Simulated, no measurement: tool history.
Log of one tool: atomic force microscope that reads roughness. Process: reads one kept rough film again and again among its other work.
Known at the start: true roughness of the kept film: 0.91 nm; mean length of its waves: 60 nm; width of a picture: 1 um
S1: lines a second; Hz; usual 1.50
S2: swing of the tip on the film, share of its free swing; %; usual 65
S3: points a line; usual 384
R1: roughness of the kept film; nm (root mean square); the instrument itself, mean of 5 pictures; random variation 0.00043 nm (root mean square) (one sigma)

{"run": 1, "hour": 0.0, "S1": 1.5, "S2": 65, "S3": 384, "R1": 0.8656}
{"run": 2, "hour": 22.9, "S1": 1.5, "S2": 81, "S3": 384, "R1": 0.8152}
{"run": 3, "hour": 45.4, "S1": 1.5, "S2": 81, "S3": 384, "R1": 0.8139}
{"run": 4, "hour": 69.1, "S1": 1.5, "S2": 81, "S3": 384, "R1": 0.8128}
{"run": 5, "hour": 84.7, "S1": 1.32, "S2": 65, "S3": 384, "R1": 0.8726}
{"run": 6, "hour": 111.6, "S1": 1.32, "S2": 65, "S3": 384, "R1": 0.8704}
{"run": 7, "hour": 138.2, "S1": 1.32, "S2": 65, "S3": 384, "R1": 0.8684}
{"run": 8, "hour": 158.1, "S1": 1.32, "S2": 65, "S3": 384, "R1": 0.8677}
{"run": 9, "hour": 173.4, "S1": 1.32, "S2": 65, "S3": 384, "R1": 0.8672}
{"run": 10, "hour": 185.4, "S1": 1.32, "S2": 65, "S3": 384, "R1": 0.8665}
{"run": 11, "hour": 199.4, "S1": 1.32, "S2": 65, "S3": 384, "R1": 0.8729}
{"run": 12, "hour": 215.3, "S1": 1.32, "S2": 65, "S3": 384, "R1": 0.8716}
{"run": 13, "hour": 238.9, "S1": 1.32, "S2": 65, "S3": 384, "R1": 0.8706}
{"run": 14, "hour": 254.7, "S1": 1.32, "S2": 65, "S3": 384, "R1": 0.8689}
{"run": 15, "hour": 278.4, "S1": 1.32, "S2": 65, "S3": 384, "R1": 0.8682}
{"run": 16, "hour": 302.7, "S1": 1.5, "S2": 65, "S3": 727, "R1": 0.8636}
{"run": 17, "hour": 328.4, "S1": 1.5, "S2": 65, "S3": 727, "R1": 0.8697}
{"run": 18, "hour": 355.2, "S1": 1.5, "S2": 65, "S3": 727, "R1": 0.868}
{"run": 19, "hour": 383.6, "S1": 1.02, "S2": 61, "S3": 420, "R1": 0.883}
{"run": 20, "hour": 396.5, "S1": 1.02, "S2": 61, "S3": 420, "R1": 0.882}
{"run": 21, "hour": 410.0, "S1": 2.74, "S2": 61, "S3": 516, "R1": 0.8486}
{"run": 22, "hour": 433.7, "S1": 1.5, "S2": 65, "S3": 486, "R1": 0.87}
{"run": 23, "hour": 450.9, "S1": 2.04, "S2": 71, "S3": 732, "R1": 0.8359}
{"run": 24, "hour": 477.8, "S1": 2.51, "S2": 65, "S3": 384, "R1": 0.8427}
{"run": 25, "hour": 491.3, "S1": 2.8, "S2": 65, "S3": 384, "R1": 0.8341}
{"run": 26, "hour": 511.5, "S1": 1.57, "S2": 78, "S3": 379, "R1": 0.8227}
{"run": 27, "hour": 523.4, "S1": 2.99, "S2": 74, "S3": 336, "R1": 0.7847}
{"run": 28, "hour": 541.7, "S1": 2.99, "S2": 74, "S3": 336, "R1": 0.7832}
{"run": 29, "hour": 566.2, "S1": 1.17, "S2": 70, "S3": 346, "R1": 0.8675}
{"run": 30, "hour": 578.1, "S1": 1.65, "S2": 72, "S3": 346, "R1": 0.8446}
{"run": 31, "hour": 592.3, "S1": 1.5, "S2": 65, "S3": 327, "R1": 0.8668}
{"run": 32, "hour": 617.0, "S1": 1.16, "S2": 60, "S3": 690, "R1": 0.8828}
{"run": 33, "hour": 639.5, "S1": 1.16, "S2": 60, "S3": 690, "R1": 0.8813}
{"run": 34, "hour": 655.3, "S1": 2.21, "S2": 73, "S3": 523, "R1": 0.817}

Taken out of this log: 5 entries between the listed runs. Where each belongs, and how the hidden state differs across it:
Between runs 4 and 5: new tip fitted (hour 73.2)
  radius of the tip, nm: 14 -> 6.1
  measured less the result without the state, R1: -0.0043 -> +0.0023 nm (root mean square)
Between runs 10 and 11: new tip fitted (hour 192.3)
  radius of the tip, nm: 13.7 -> 5.8
  measured less the result without the state, R1: -0.0040 -> +0.0029 nm (root mean square)
Between runs 16 and 17: new tip fitted (hour 310.0)
  radius of the tip, nm: 14 -> 7; height scale over the true one, %: 0.45 -> 0.46
  measured less the result without the state, R1: -0.0037 -> +0.0022 nm (root mean square)
Between runs 21 and 22: new tip fitted (hour 428.4)
  radius of the tip, nm: 13.3 -> 6; height scale over the true one, %: 0.49 -> 0.5
  measured less the result without the state, R1: -0.0028 -> +0.0034 nm (root mean square)
Between runs 28 and 29: new tip fitted (hour 545.9)
  radius of the tip, nm: 14.5 -> 6.8; height scale over the true one, %: 0.54 -> 0.55
  measured less the result without the state, R1: -0.0032 -> +0.0032 nm (root mean square)
